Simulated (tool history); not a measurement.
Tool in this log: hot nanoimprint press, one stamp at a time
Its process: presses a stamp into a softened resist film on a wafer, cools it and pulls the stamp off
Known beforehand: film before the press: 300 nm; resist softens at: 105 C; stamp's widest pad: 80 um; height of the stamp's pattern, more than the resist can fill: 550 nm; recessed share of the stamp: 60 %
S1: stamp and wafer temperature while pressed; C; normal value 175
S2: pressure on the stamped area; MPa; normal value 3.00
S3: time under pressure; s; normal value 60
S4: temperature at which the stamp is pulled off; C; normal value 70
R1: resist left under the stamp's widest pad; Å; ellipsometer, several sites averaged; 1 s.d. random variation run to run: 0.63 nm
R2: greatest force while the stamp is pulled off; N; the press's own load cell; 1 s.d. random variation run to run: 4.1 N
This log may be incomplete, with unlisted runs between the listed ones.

run 1 hour=0.0 | S1=175 S2=3.00 S3=60 S4=70 | R1=1186 R2=215
run 2 hour=25.2 | S1=175 S2=2.39 S3=60 S4=70 | R1=1307 R2=214
run 3 hour=52.5 | S1=175 S2=2.39 S3=60 S4=70 | R1=1294 R2=226
run 4 hour=86.5 | S1=175 S2=2.39 S3=60 S4=70 | R1=1294 R2=222
run 5 hour=103.2 | S1=175 S2=4.70 S3=60 S4=70 | R1=969 R2=224
run 6 hour=119.9 | S1=175 S2=1.98 S3=60 S4=70 | R1=1392 R2=234
run 7 hour=149.1 | S1=175 S2=2.44 S3=60 S4=70 | R1=1283 R2=234
-- hour=178.0 plate thermocouple calibrated
run 8 hour=180.3 | S1=175 S2=2.44 S3=60 S4=70 | R1=1349 R2=235
run 9 hour=198.8 | S1=176 S2=2.44 S3=60 S4=70 | R1=1304 R2=253
run 10 hour=214.2 | S1=186 S2=4.60 S3=37 S4=73 | R1=836 R2=235
run 11 hour=234.7 | S1=176 S2=2.38 S3=95 S4=78 | R1=1091 R2=211
run 12 hour=261.1 | S1=186 S2=2.33 S3=33 S4=78 | R1=1183 R2=212
run 13 hour=294.6 | S1=172 S2=3.00 S3=79 S4=70 | R1=1243 R2=258
run 14 hour=314.3 | S1=165 S2=2.02 S3=79 S4=70 | R1=1862 R2=262

Per-run results on a tool with no hidden state, each run keeping its own random variation:
Hidden state at play: true temperature over the reading, C; pressure that arrives at the usual setting, %; grip of the stamp's worn release coat, % over a new coat's; drift of the gauge itself on residual_nm, %; drift of the gauge itself on pull_off_n, %.
run=1 R1=1230 R2=195
run=2 R1=1358 R2=192
run=3 R1=1348 R2=200
run=4 R1=1351 R2=193
run=5 R1=1011 R2=194
run=6 R1=1457 R2=201
run=7 R1=1346 R2=199
run=8 R1=1338 R2=191
run=9 R1=1295 R2=204
run=10 R1=823 R2=189
run=11 R1=1087 R2=167
run=12 R1=1180 R2=167
run=13 R1=1242 R2=200
run=14 R1=1871 R2=202

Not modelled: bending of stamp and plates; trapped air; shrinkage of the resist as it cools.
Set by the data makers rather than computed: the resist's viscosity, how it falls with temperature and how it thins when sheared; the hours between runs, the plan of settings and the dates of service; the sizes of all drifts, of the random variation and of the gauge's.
